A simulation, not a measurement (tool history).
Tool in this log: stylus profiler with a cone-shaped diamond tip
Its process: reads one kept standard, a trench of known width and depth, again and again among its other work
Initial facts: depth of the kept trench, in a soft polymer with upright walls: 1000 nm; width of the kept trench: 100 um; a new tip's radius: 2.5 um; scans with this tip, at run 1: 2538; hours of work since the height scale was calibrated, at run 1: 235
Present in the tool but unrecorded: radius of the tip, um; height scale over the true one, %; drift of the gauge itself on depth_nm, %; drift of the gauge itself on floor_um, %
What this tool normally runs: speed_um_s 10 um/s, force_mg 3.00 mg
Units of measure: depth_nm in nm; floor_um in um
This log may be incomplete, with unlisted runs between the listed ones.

run	hour	speed_um_s	force_mg	scans with this tip	hours of work since the height scale was calibrated	depth_nm	floor_um
1	0.0	10	3.00	2538	235	1017.45	95.64
2	10.3	10	3.00	2618	243	1017.35	95.69
3	17.5	10	3.00	2675	248	1017.53	95.61
4	25.0	10	3.00	2734	253	1017.58	95.63
5	38.6	10	3.00	2840	263	1017.70	95.64
6	46.3	10	3.00	2901	269	1017.41	95.63
7	62.3	10	3.00	3026	281	1017.60	95.61
8	78.8	10	3.00	3155	292	1017.72	95.59
9	90.9	10	3.00	3250	301	1017.46	95.63
10	100.5	10	5.72	3325	308	1027.09	95.54
11	111.2	10	3.00	3409	316	1017.91	95.56
12	120.8	10	3.00	3484	323	1017.45	95.47
13	134.7	10	3.00	3593	333	1017.99	95.55
14	147.5	5	3.00	3693	342	1017.57	95.56
15	157.3	5	3.00	3770	350	1017.77	95.57
16	164.7	5	3.00	3828	355	1017.64	95.52
17	171.8	5	3.00	3884	360	1017.79	95.54
18	188.2	5	7.13	4012	372	1031.21	95.52
19	196.9	5	1.32	4081	378	1011.06	95.50
20	208.1	5	1.32	4168	386	1010.78	95.49
21	224.9	26	8.47	4299	399	1035.01	95.41
22	239.2	17	4.91	4412	409	1024.00	95.40
23	255.4	6	3.64	4538	421	1020.55	95.43
24	264.5	4	3.00	4610	427	1017.88	95.45
25	279.7	7	4.16	4729	438	1021.75	95.45
26	292.3	7	4.16	4828	448	1022.37	95.41
27	306.2	4	3.00	4937	458	1017.96	95.43
28	314.4	4	3.00	5001	464	1018.00	95.35
29	322.4	10	3.30	5063	469	1019.08	95.37
30	330.2	10	3.30	5125	475	1019.58	95.35
31	338.8	10	3.30	5192	481	1018.88	95.33

Each row is a separate what-if for the run after 31, all from the same tool condition, not one after another. Results?
A	354.4	17	5.02	5315	493	?	?
B	354.4	10	3.02	5315	493	?	?
C	354.4	27	8.33	5315	493	?	?
D	354.4	10	6.51	5315	493	?	?
E	354.4	6	1.69	5315	493	?	?

run	depth_nm	floor_um
A	1025.60	95.36
B	1018.44	95.30
C	1034.87	95.29
D	1030.10	95.36
E	1012.56	95.30
Had the tool no hidden state, the same runs would have come out as:
run	depth_nm	floor_um
A	1024.39	95.99
B	1017.23	95.93
C	1033.65	95.92
D	1028.88	95.99
E	1011.36	95.93
